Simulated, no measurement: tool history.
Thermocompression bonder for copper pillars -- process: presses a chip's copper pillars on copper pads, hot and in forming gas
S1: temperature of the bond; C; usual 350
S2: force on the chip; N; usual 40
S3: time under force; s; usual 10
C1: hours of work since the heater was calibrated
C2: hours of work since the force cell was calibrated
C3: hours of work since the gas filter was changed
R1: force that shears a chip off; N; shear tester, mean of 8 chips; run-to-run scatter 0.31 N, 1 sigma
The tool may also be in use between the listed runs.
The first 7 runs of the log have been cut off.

{"run": 8, "hour": 259.9, "S1": 350, "S2": 40, "S3": 8, "C1": 251, "C2": 212, "C3": 251, "R1": 39.2}
{"run": 9, "hour": 296.0, "S1": 361, "S2": 40, "S3": 8, "C1": 273, "C2": 234, "C3": 273, "R1": 44.8}
{"run": 10, "hour": 333.5, "S1": 329, "S2": 40, "S3": 10, "C1": 297, "C2": 258, "C3": 297, "R1": 32.9}
{"run": 11, "hour": 357.2, "S1": 329, "S2": 40, "S3": 10, "C1": 311, "C2": 273, "C3": 311, "R1": 33}
{"run": 12, "hour": 404.4, "S1": 329, "S2": 40, "S3": 10, "C1": 341, "C2": 302, "C3": 341, "R1": 32.8}
{"run": 13, "hour": 426.8, "S1": 365, "S2": 40, "S3": 10, "C1": 355, "C2": 316, "C3": 355, "R1": 49.4}
{"run": 14, "hour": 464.5, "S1": 365, "S2": 40, "S3": 10, "C1": 378, "C2": 340, "C3": 378, "R1": 49.6}
{"run": 15, "hour": 512.1, "S1": 365, "S2": 40, "S3": 10, "C1": 408, "C2": 369, "C3": 408, "R1": 49.4}
{"hour": 533.0, "done": "forming gas filter changed"}
{"run": 16, "hour": 552.8, "S1": 343, "S2": 33, "S3": 10, "C1": 433, "C2": 395, "C3": 12, "R1": 35.2}
{"run": 17, "hour": 580.1, "S1": 343, "S2": 57, "S3": 9, "C1": 450, "C2": 412, "C3": 29, "R1": 53.4}
{"run": 18, "hour": 609.5, "S1": 343, "S2": 57, "S3": 9, "C1": 469, "C2": 430, "C3": 48, "R1": 53.4}
{"run": 19, "hour": 637.0, "S1": 343, "S2": 57, "S3": 9, "C1": 486, "C2": 447, "C3": 65, "R1": 52.7}
{"run": 20, "hour": 679.8, "S1": 359, "S2": 57, "S3": 9, "C1": 513, "C2": 474, "C3": 92, "R1": 62.7}
{"run": 21, "hour": 717.9, "S1": 359, "S2": 57, "S3": 9, "C1": 537, "C2": 498, "C3": 116, "R1": 62}
{"run": 22, "hour": 759.3, "S1": 359, "S2": 57, "S3": 9, "C1": 562, "C2": 524, "C3": 141, "R1": 61.9}
{"run": 23, "hour": 785.6, "S1": 350, "S2": 40, "S3": 18, "C1": 579, "C2": 540, "C3": 158, "R1": 55.4}
{"run": 24, "hour": 824.2, "S1": 325, "S2": 28, "S3": 21, "C1": 603, "C2": 564, "C3": 182, "R1": 31.7}
{"run": 25, "hour": 848.8, "S1": 334, "S2": 40, "S3": 10, "C1": 618, "C2": 580, "C3": 197, "R1": 35.8}
{"run": 26, "hour": 879.7, "S1": 348, "S2": 24, "S3": 5, "C1": 638, "C2": 599, "C3": 217, "R1": 19.8}
{"run": 27, "hour": 903.4, "S1": 376, "S2": 44, "S3": 29, "C1": 653, "C2": 614, "C3": 232, "R1": 84.7}
{"run": 28, "hour": 923.5, "S1": 368, "S2": 52, "S3": 20, "C1": 665, "C2": 626, "C3": 244, "R1": 80.1}
{"run": 29, "hour": 955.7, "S1": 368, "S2": 40, "S3": 14, "C1": 685, "C2": 647, "C3": 264, "R1": 58.9}
{"run": 30, "hour": 999.0, "S1": 368, "S2": 54, "S3": 18, "C1": 712, "C2": 674, "C3": 291, "R1": 79}

Below are 4 alternative next runs, each starting from the tool's condition after run 30. Predict each:
{"run": "A", "hour": 1022.6, "S1": 323, "S2": 29, "S3": 6, "C1": 727, "C2": 688, "C3": 306, "R1": "?"}
{"run": "B", "hour": 1022.6, "S1": 371, "S2": 25, "S3": 7, "C1": 727, "C2": 688, "C3": 306, "R1": "?"}
{"run": "C", "hour": 1022.6, "S1": 368, "S2": 34, "S3": 18, "C1": 727, "C2": 688, "C3": 306, "R1": "?"}
{"run": "D", "hour": 1022.6, "S1": 322, "S2": 52, "S3": 18, "C1": 727, "C2": 688, "C3": 306, "R1": "?"}

run=A R1=17.9
run=B R1=31.9
run=C R1=56.7
run=D R1=48.3
The same runs, with their run-to-run variation unchanged, on a tool lacking any hidden condition would have given:
run=A R1=19.2
run=B R1=33.7
run=C R1=60
run=D R1=51.7
